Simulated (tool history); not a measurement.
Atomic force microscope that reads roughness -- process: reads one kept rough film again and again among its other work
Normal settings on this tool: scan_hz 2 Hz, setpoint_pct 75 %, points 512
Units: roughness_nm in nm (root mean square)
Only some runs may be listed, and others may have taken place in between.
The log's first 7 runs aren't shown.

run,hour,scan_hz,setpoint_pct,points,pictures with this tip,hours of work since the height scale was calibrated,roughness_nm
8,128.5,2,88,512,43,158,2.094
9,142.7,2,75,512,64,169,2.28
10,154.4,2,75,512,81,178,2.276
# hour 169.5: new tip fitted
11,169.5,2,75,512,0,190,2.292
12,184.3,2,60,512,22,202,2.443
13,208.6,2,75,512,58,221,2.303
14,220.9,2.97,75,512,76,231,2.192
# hour 238.8: new tip fitted
15,242.9,2,75,650,6,248,2.313
16,258.2,2,75,650,28,260,2.272
17,274.1,2,59,512,52,272,2.43
18,291.7,2,59,512,78,286,2.44
# hour 308.8: new tip fitted
19,310.4,2,59,512,3,301,2.463
20,335.6,2,59,512,40,320,2.434
21,353.8,2,75,512,67,335,2.295
22,369.2,2,75,512,90,347,2.285
# hour 378: new tip fitted
23,392.2,2,75,512,21,365,2.302
24,415.1,2.32,75,493,55,383,2.226
25,425.8,1.97,75,686,70,391,2.302
26,441.4,1.97,75,686,93,404,2.282

Estimate the outcome of run 27 from the log above:
# hour 447.1: new tip fitted
27,466.1,1.97,75,686,28,423,?

roughness_nm: 2.308 nm (root mean square)
Were there no unlogged condition in the tool, this run, its random variation unchanged, would have produced roughness_nm 2.31 nm (root mean square).
